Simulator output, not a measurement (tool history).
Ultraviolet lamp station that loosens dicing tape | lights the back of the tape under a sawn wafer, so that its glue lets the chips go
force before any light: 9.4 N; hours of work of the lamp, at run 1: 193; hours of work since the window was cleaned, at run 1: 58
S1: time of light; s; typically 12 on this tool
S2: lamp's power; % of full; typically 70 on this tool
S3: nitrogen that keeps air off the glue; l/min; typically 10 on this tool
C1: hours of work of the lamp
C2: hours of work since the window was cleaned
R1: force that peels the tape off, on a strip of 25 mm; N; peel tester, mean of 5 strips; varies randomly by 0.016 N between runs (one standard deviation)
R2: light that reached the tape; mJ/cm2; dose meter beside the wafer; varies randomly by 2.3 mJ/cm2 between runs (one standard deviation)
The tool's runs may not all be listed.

| run | hour | S1 | S2 | S3 | C1 | C2 | R1 | R2 |
|---|---|---|---|---|---|---|---|---|
| 1 | 0.0 | 12 | 70 | 10 | 193 | 58 | 0.876 | 192 |
| 2 | 9.8 | 12 | 70 | 10 | 198 | 63 | 0.824 | 195 |
| 3 | 24.2 | 12 | 70 | 10 | 205 | 70 | 0.874 | 190 |
| 4 | 38.8 | 12 | 70 | 10 | 212 | 77 | 0.886 | 190 |
| 5 | 49.7 | 12 | 70 | 11 | 218 | 83 | 0.834 | 193 |
| 6 | 57.5 | 12 | 70 | 7 | 222 | 86 | 1.201 | 193 |
| 7 | 66.1 | 12 | 70 | 7 | 226 | 91 | 1.162 | 189 |
| 8 | 72.6 | 12 | 70 | 10 | 229 | 94 | 0.926 | 193 |
| 9 | 80.9 | 12 | 69 | 10 | 233 | 98 | 0.939 | 188 |
| 10 | 87.8 | 12 | 70 | 10 | 237 | 102 | 0.924 | 187 |
| 11 | 96.2 | 12 | 70 | 10 | 241 | 106 | 0.915 | 188 |
| 12 | 110.1 | 16 | 71 | 10 | 248 | 113 | 0.488 | 253 |
| 13 | 125.0 | 13 | 72 | 8 | 255 | 120 | 0.871 | 208 |
| 14 | 134.7 | 11 | 72 | 4 | 260 | 125 | 1.972 | 176 |
| 15 | 148.6 | 11 | 72 | 4 | 267 | 132 | 1.990 | 178 |
| 16 | 160.8 | 11 | 72 | 4 | 273 | 138 | 2.024 | 176 |
| 17 | 175.3 | 8 | 85 | 10 | 281 | 146 | 1.427 | 149 |
| 18 | 187.4 | 22 | 76 | 5 | 287 | 152 | 0.406 | 362 |
| 19 | 197.0 | 22 | 84 | 5 | 292 | 156 | 0.330 | 395 |
| 20 | 210.3 | 22 | 82 | 14 | 298 | 163 | 0.193 | 390 |

Table of differences, measured result less the result of that run with no hidden state. Run-to-run variation is the same in both. Gauge scatter possibly is not:
Unlogged tool condition in this case: lamp's light, % of a new lamp's; light that the window lets through, % of a clean one's; drift of the gauge itself on peel_n, %; drift of the gauge itself on dose_mj_cm2, %.
| run | R1 | R2 |
|---|---|---|
| 1 | +0.111 | -13 |
| 2 | +0.109 | -13 |
| 3 | +0.123 | -15 |
| 4 | +0.131 | -15 |
| 5 | +0.130 | -16 |
| 6 | +0.178 | -16 |
| 7 | +0.175 | -17 |
| 8 | +0.154 | -17 |
| 9 | +0.158 | -17 |
| 10 | +0.161 | -17 |
| 11 | +0.162 | -18 |
| 12 | +0.093 | -26 |
| 13 | +0.171 | -22 |
| 14 | +0.298 | -19 |
| 15 | +0.309 | -20 |
| 16 | +0.326 | -21 |
| 17 | +0.275 | -18 |
| 18 | +0.089 | -47 |
| 19 | +0.067 | -52 |
| 20 | +0.014 | -54 |

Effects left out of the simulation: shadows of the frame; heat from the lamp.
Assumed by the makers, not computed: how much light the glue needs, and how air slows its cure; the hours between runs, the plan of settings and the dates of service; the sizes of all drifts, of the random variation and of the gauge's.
